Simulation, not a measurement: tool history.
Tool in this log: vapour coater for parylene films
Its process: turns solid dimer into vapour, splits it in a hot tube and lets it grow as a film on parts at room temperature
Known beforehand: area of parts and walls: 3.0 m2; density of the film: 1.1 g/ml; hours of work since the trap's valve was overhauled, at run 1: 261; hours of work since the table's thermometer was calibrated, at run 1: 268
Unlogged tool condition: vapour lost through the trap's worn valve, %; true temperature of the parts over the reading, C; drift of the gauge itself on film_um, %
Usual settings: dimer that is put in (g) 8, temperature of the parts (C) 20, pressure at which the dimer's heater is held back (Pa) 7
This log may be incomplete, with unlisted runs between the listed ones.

run,hour,dimer that is put in (g),temperature of the parts (C),pressure at which the dimer's heater is held back (Pa),hours of work since the trap's valve was overhauled,hours of work since the table's thermometer was calibrated,thickness of the film (µm)
1,0,8,20,7,261,268,1.12
2,15.5,8,20,7,273,281,1.12
3,29.6,8,20,7,285,292,1.1
4,45.5,8,21,7,298,305,1.1
5,65.6,8,20,5.72,314,321,1.17
6,86.9,8,20,5.72,331,338,1.14
7,95.7,8,20,5.72,338,346,1.15
8,115.2,8,20,5.72,354,361,1.17
9,136.8,8,20,5.72,371,379,1.15
10,149.1,8,20,7,381,389,1.11
11,168.1,8,20,7,397,404,1.12
12,177.4,8,20,7,404,411,1.11
13,194.3,8,20,7,418,425,1.12
14,207.4,8,20,7,428,436,1.14
15,216.6,8,20,8.72,436,443,1.06
# hour 228.8: trap's valve overhauled
16,239.4,8,20,8.72,9,458,1.07
17,254.6,8,20,8.72,21,471,1.07
18,263.9,8,20,8.72,28,478,1.06
19,276.2,8,20,8.72,38,488,1.09
20,291.8,8,20,8.72,51,501,1.08
21,304.9,3,23,10.12,61,511,0.37
22,318.3,14,31,10.67,72,522,1.44
23,330.7,8,19,8.1,82,532,1.11

Estimate the outcome of run 24 from the log above:
24,348.9,8,19,8.1,97,547,?

{"run 24": {"thickness of the film (µm)": 1.12}}
Minus the tool's unlogged condition, the same run would have read thickness of the film (µm) 1.12.
